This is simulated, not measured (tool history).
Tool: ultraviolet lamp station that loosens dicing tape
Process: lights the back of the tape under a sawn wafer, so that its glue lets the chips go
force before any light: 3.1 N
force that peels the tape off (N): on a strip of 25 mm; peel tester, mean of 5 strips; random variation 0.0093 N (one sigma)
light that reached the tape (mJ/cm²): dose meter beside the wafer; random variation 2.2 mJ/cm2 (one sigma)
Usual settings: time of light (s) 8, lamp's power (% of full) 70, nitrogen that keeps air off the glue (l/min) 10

run	hour	time of light (s)	lamp's power (% of full)	nitrogen that keeps air off the glue (l/min)	force that peels the tape off (N)	light that reached the tape (mJ/cm²)
1	0.0	8	70	10	0.560	147
2	15.7	8	70	10	0.557	144
3	39.4	8	70	9	0.608	143
4	61.0	8	70	9	0.610	146
5	76.6	8	70	9	0.635	143
6	100.6	8	70	9	0.623	138
7	111.9	8	70	9	0.637	139
8	135.1	8	70	10	0.615	132
9	161.3	8	70	10	0.655	132
10	181.1	8	70	4	0.939	129
11	204.8	8	78	10	0.548	141
12	225.3	8	78	10	0.598	143
13	239.4	8	70	10	0.694	127
14	264.3	8	70	10	0.692	123
15	286.7	8	70	3	1.119	119
# hour 307.8: window cleaned of glue's vapour
16	312.8	8	70	3	1.029	133
17	329.6	8	70	3	1.054	129
18	351.0	8	70	3	1.071	132
19	364.6	8	70	3	1.068	127
20	375.3	8	70	3	1.078	127
21	387.0	8	70	3	1.113	129
22	411.9	8	70	9	0.726	128
23	428.2	8	70	9	0.753	122
24	441.5	8	70	9	0.719	125
25	463.9	8	88	10	0.532	154
26	485.8	8	88	10	0.539	150
27	506.2	8	96	10	0.473	160
28	528.5	8	96	10	0.477	158
29	548.3	12	61	5	0.748	151
30	564.9	7	70	10	0.939	97
31	588.2	7	70	10	0.942	95
32	601.5	9	70	10	0.708	121
# hour 616.5: window cleaned of glue's vapour
33	623.2	9	70	10	0.632	137
34	640.6	11	70	10	0.469	167
35	659.9	5	70	6	1.477	75
36	679.0	5	70	6	1.472	73
37	704.0	13	94	19	0.157	249
38	719.5	8	97	3	0.867	159
# hour 734.6: lamp changed
39	738.5	8	97	3	0.477	240
40	756.2	8	97	6	0.301	234
41	782.5	8	97	6	0.328	234
42	806.6	8	70	10	0.445	165

Some steps in force that peels the tape off (N) between neighbouring runs. How much of each would the tool show without its hidden state too (settings, what came in, random variation), and how much is left for the hidden state, with any gauge scatter that isn't in both results?
The hidden state here: lamp's light, % of a new lamp's; light that the window lets through, % of a clean one's; drift of the gauge itself on peel_n, %; drift of the gauge itself on dose_mj_cm2, %.
Run 34 -> 35: time of light (s) 11 -> 5, nitrogen that keeps air off the glue (l/min) 10 -> 6. force that peels the tape off (N) +1.008: hidden state +0.247, all else +0.761.
Run 36 -> 37: time of light (s) 5 -> 13, lamp's power (% of full) 70 -> 94, nitrogen that keeps air off the glue (l/min) 6 -> 19. force that peels the tape off (N) -1.315: hidden state -0.438, all else -0.877.
Run 37 -> 38: time of light (s) 13 -> 8, lamp's power (% of full) 94 -> 97, nitrogen that keeps air off the glue (l/min) 19 -> 3. force that peels the tape off (N) +0.710: hidden state +0.372, all else +0.338.
Run 38 -> 39: lamp changed. force that peels the tape off (N) -0.390: hidden state -0.390, all else +0.000.
